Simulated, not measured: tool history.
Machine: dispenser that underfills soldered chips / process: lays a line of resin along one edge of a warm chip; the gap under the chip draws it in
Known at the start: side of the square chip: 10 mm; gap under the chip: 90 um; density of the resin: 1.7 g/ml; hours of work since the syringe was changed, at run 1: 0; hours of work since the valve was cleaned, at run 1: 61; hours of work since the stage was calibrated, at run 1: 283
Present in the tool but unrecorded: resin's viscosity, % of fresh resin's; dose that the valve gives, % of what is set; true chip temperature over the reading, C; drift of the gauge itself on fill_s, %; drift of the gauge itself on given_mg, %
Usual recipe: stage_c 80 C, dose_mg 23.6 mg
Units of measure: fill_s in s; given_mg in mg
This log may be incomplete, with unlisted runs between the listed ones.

run   hour  stage_c  dose_mg  hours of work since the syringe was changed  hours of work since the valve was cleaned  hours of work since the stage was calibrated  fill_s  given_mg
  1      0       80     23.6                                            0                                         61                                           283   104.1     22.22
  2   15.5       80     23.6                                           10                                         70                                           293   220.9        22
      16.8  -- new syringe of resin
  3   25.2       80     23.6                                            5                                         76                                           299   157.9     21.88
        34  -- new syringe of resin
  4   35.1       80     23.6                                            1                                         82                                           305   109.6     21.58
  5   42.5       80     25.7                                            5                                         87                                           310     153     23.46
  6   48.7       80     25.7                                            9                                         91                                           313   205.7     23.45
      51.4  -- new syringe of resin
  7   62.3       80     25.7                                            7                                         99                                           322   175.9      23.3
      68.7  -- new syringe of resin
      72.2  -- dispensing valve cleaned and set on the balance
  8   72.3       80     25.7                                            2                                          0                                           327   114.6     25.72
  9   85.5       80     25.7                                           10                                          8                                           336   218.4     25.55
      86.8  -- new syringe of resin
 10   93.3       80     23.6                                            4                                         13                                           340   140.4      23.2
 11  103.4       80     23.6                                           10                                         19                                           347   232.4     23.05
     104.6  -- new syringe of resin
 12  110.6       80     23.6                                            4                                         24                                           351   138.2     23.16
 13  121.3       92     23.2                                           10                                         30                                           357   158.5     22.56
     122.4  -- new syringe of resin
 14  130.6       90     26.7                                            5                                         36                                           363     111     25.77
     139.6  -- new syringe of resin
 15  142.1       90     26.7                                            2                                         43                                           370    84.2     25.47
 16  153.3       90     29.2                                            9                                         50                                           377   143.1     27.91
     157.1  -- new syringe of resin
 17  164.2       89     20.1                                            4                                         57                                           384   114.5     19.13
     174.4  -- new syringe of resin
 18  175.7       89     28.3                                            1                                         64                                           391    82.1     26.54
 19  184.5       83       29                                            6                                         69                                           396   147.4     27.13
     192.3  -- new syringe of resin
 20    198       92     23.3                                            4                                         77                                           404    92.6     21.75
     210.4  -- new syringe of resin
 21  211.7       91     22.2                                            1                                         86                                           413    81.5      20.4
 22  226.3       82     25.5                                           10                                         95                                           422   211.7     23.12
       228  -- new syringe of resin
 23  238.9       82     25.5                                            7                                        103                                           430   165.6     22.97
     242.1  -- dispensing valve cleaned and set on the balance
     246.7  -- new syringe of resin
 24  255.4       83     27.3                                            5                                          8                                           439   144.3     27.04

Alternative continuations, all from the tool just after run 24; predict every row:
     264.7  -- new syringe of resin
  A  264.7       75       22                                            0                                         14                                           445       ?         ?
     264.7  -- new syringe of resin
  B  264.7       79     22.1                                            0                                         14                                           445       ?         ?
     264.7  -- new syringe of resin
  C  264.7       85     30.4                                            0                                         14                                           445       ?         ?
     264.7  -- new syringe of resin
  D  264.7       77     23.6                                            0                                         14                                           445       ?         ?

run  fill_s  given_mg
  A   125.4     21.59
  B   110.1     21.91
  C    88.4      29.9
  D   117.4     23.22
Take away the tool's hidden state, keep each run's random variation, and the runs would have read:
run  fill_s  given_mg
  A   113.1      21.9
  B    99.6     22.22
  C    80.4     30.32
  D   106.2     23.55
